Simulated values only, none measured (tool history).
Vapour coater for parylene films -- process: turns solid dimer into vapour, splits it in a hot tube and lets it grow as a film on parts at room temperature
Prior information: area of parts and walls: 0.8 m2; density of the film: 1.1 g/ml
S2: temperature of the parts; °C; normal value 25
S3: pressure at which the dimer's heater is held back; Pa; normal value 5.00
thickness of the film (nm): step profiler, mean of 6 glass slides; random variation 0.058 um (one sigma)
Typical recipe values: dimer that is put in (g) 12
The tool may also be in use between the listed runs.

run 1 hour=0.0 | dimer_that_is_put_in_(g)=12 S2=25 S3=5.00 | thickness_of_the_film_(nm)=8210
run 2 hour=10.7 | dimer_that_is_put_in_(g)=12 S2=25 S3=5.00 | thickness_of_the_film_(nm)=8190
run 3 hour=26.4 | dimer_that_is_put_in_(g)=12 S2=25 S3=5.00 | thickness_of_the_film_(nm)=8320
run 4 hour=45.6 | dimer_that_is_put_in_(g)=12 S2=25 S3=5.00 | thickness_of_the_film_(nm)=8270
run 5 hour=60.1 | dimer_that_is_put_in_(g)=12 S2=25 S3=5.00 | thickness_of_the_film_(nm)=8170
run 6 hour=77.3 | dimer_that_is_put_in_(g)=12 S2=25 S3=5.00 | thickness_of_the_film_(nm)=8210
run 7 hour=95.9 | dimer_that_is_put_in_(g)=12 S2=25 S3=5.00 | thickness_of_the_film_(nm)=8200
run 8 hour=107.7 | dimer_that_is_put_in_(g)=5 S2=25 S3=5.00 | thickness_of_the_film_(nm)=3430
run 9 hour=124.7 | dimer_that_is_put_in_(g)=13 S2=25 S3=5.00 | thickness_of_the_film_(nm)=8890
run 10 hour=133.5 | dimer_that_is_put_in_(g)=13 S2=25 S3=5.00 | thickness_of_the_film_(nm)=8870
run 11 hour=143.0 | dimer_that_is_put_in_(g)=13 S2=25 S3=5.00 | thickness_of_the_film_(nm)=8820
run 12 hour=153.2 | dimer_that_is_put_in_(g)=12 S2=25 S3=3.00 | thickness_of_the_film_(nm)=8760
run 13 hour=169.3 | dimer_that_is_put_in_(g)=21 S2=25 S3=3.00 | thickness_of_the_film_(nm)=15530
run 14 hour=186.8 | dimer_that_is_put_in_(g)=12 S2=25 S3=4.93 | thickness_of_the_film_(nm)=8080
run 15 hour=206.0 | dimer_that_is_put_in_(g)=12 S2=25 S3=4.93 | thickness_of_the_film_(nm)=8200
run 16 hour=219.9 | dimer_that_is_put_in_(g)=12 S2=25 S3=4.93 | thickness_of_the_film_(nm)=8140
run 17 hour=236.6 | dimer_that_is_put_in_(g)=12 S2=25 S3=4.93 | thickness_of_the_film_(nm)=8170
run 18 hour=244.7 | dimer_that_is_put_in_(g)=12 S2=25 S3=4.93 | thickness_of_the_film_(nm)=8140
run 19 hour=254.6 | dimer_that_is_put_in_(g)=12 S2=25 S3=5.00 | thickness_of_the_film_(nm)=8160
run 20 hour=273.9 | dimer_that_is_put_in_(g)=12 S2=25 S3=10.84 | thickness_of_the_film_(nm)=7190
run 21 hour=286.3 | dimer_that_is_put_in_(g)=12 S2=25 S3=10.84 | thickness_of_the_film_(nm)=7110
run 22 hour=295.9 | dimer_that_is_put_in_(g)=12 S2=25 S3=10.84 | thickness_of_the_film_(nm)=7150
run 23 hour=309.2 | dimer_that_is_put_in_(g)=10 S2=25 S3=5.00 | thickness_of_the_film_(nm)=6750
run 24 hour=319.9 | dimer_that_is_put_in_(g)=10 S2=25 S3=5.00 | thickness_of_the_film_(nm)=6690
run 25 hour=332.6 | dimer_that_is_put_in_(g)=18 S2=22 S3=10.13 | thickness_of_the_film_(nm)=11530
run 26 hour=341.5 | dimer_that_is_put_in_(g)=14 S2=28 S3=5.00 | thickness_of_the_film_(nm)=8930
run 27 hour=354.3 | dimer_that_is_put_in_(g)=12 S2=25 S3=2.81 | thickness_of_the_film_(nm)=8900
run 28 hour=365.5 | dimer_that_is_put_in_(g)=12 S2=25 S3=6.56 | thickness_of_the_film_(nm)=7800
run 29 hour=379.7 | dimer_that_is_put_in_(g)=9 S2=25 S3=8.52 | thickness_of_the_film_(nm)=5530
run 30 hour=395.7 | dimer_that_is_put_in_(g)=9 S2=24 S3=6.30 | thickness_of_the_film_(nm)=5980
run 31 hour=405.4 | dimer_that_is_put_in_(g)=12 S2=25 S3=2.80 | thickness_of_the_film_(nm)=8820
run 32 hour=422.3 | dimer_that_is_put_in_(g)=12 S2=25 S3=2.80 | thickness_of_the_film_(nm)=8840
run 33 hour=433.2 | dimer_that_is_put_in_(g)=6 S2=25 S3=6.98 | thickness_of_the_film_(nm)=3780
run 34 hour=443.1 | dimer_that_is_put_in_(g)=6 S2=25 S3=4.39 | thickness_of_the_film_(nm)=4060
run 35 hour=453.1 | dimer_that_is_put_in_(g)=12 S2=32 S3=6.44 | thickness_of_the_film_(nm)=6760
run 36 hour=463.9 | dimer_that_is_put_in_(g)=12 S2=30 S3=10.58 | thickness_of_the_film_(nm)=6430
run 37 hour=480.7 | dimer_that_is_put_in_(g)=6 S2=19 S3=5.00 | thickness_of_the_film_(nm)=4460
run 38 hour=499.2 | dimer_that_is_put_in_(g)=6 S2=17 S3=2.41 | thickness_of_the_film_(nm)=5220
run 39 hour=510.0 | dimer_that_is_put_in_(g)=16 S2=17 S3=5.32 | thickness_of_the_film_(nm)=12200
run 40 hour=525.5 | dimer_that_is_put_in_(g)=16 S2=17 S3=5.32 | thickness_of_the_film_(nm)=12100
run 41 hour=537.5 | dimer_that_is_put_in_(g)=9 S2=17 S3=5.00 | thickness_of_the_film_(nm)=6960
run 42 hour=548.3 | dimer_that_is_put_in_(g)=14 S2=25 S3=3.67 | thickness_of_the_film_(nm)=9810
run 43 hour=560.4 | dimer_that_is_put_in_(g)=12 S2=26 S3=4.33 | thickness_of_the_film_(nm)=8020
run 44 hour=575.1 | dimer_that_is_put_in_(g)=12 S2=26 S3=4.33 | thickness_of_the_film_(nm)=7840
run 45 hour=584.0 | dimer_that_is_put_in_(g)=10 S2=33 S3=2.68 | thickness_of_the_film_(nm)=6230
run 46 hour=592.9 | dimer_that_is_put_in_(g)=16 S2=33 S3=5.38 | thickness_of_the_film_(nm)=8960
run 47 hour=608.2 | dimer_that_is_put_in_(g)=11 S2=33 S3=5.00 | thickness_of_the_film_(nm)=6270

Forecast each of these 3 alternatives for the next run:
run A hour=622.9 | dimer_that_is_put_in_(g)=11 S2=33 S3=4.34 | thickness_of_the_film_(nm)=?
run B hour=622.9 | dimer_that_is_put_in_(g)=14 S2=26 S3=5.00 | thickness_of_the_film_(nm)=?
run C hour=622.9 | dimer_that_is_put_in_(g)=7 S2=33 S3=2.84 | thickness_of_the_film_(nm)=?

run=A thickness_of_the_film_(nm)=6390
run=B thickness_of_the_film_(nm)=9070
run=C thickness_of_the_film_(nm)=4320
Without the tool's hidden state the same runs would have given:
run=A thickness_of_the_film_(nm)=6770
run=B thickness_of_the_film_(nm)=9620
run=C thickness_of_the_film_(nm)=4580
